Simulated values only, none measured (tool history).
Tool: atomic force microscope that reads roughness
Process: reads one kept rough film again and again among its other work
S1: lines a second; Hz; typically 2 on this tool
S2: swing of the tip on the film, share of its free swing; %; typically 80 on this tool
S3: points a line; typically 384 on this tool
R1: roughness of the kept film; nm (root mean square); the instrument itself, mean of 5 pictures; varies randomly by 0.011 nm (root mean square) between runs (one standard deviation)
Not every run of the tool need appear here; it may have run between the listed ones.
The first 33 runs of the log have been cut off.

run    hour    S1  S2    S3     R1
 34  1408.9  1.06  70   274   2.38
     1423.1  -- new tip fitted
 35  1451.4  1.06  70   274  2.728
 36  1478.6  1.06  70   274  2.578
     1521.1  -- height scale calibrated on a step standard
 37  1535.3  1.06  70   274  2.258
       1540  -- new tip fitted
 38  1596.7  1.06  70   274  2.537
 39  1632.9   0.6  63   684  2.444
     1652.5  -- new tip fitted
 40  1660.8  1.23  63  1020  2.844
 41  1691.7  0.85  82   680  2.578

Run 42 is up next; what results do you expect?
 42  1744.8  1.02  55  384   ?

R1: 2.462 nm (root mean square)
Take away the tool's hidden state, keep the run-to-run variation as it was, and the same run would have given R1 2.958 nm (root mean square).
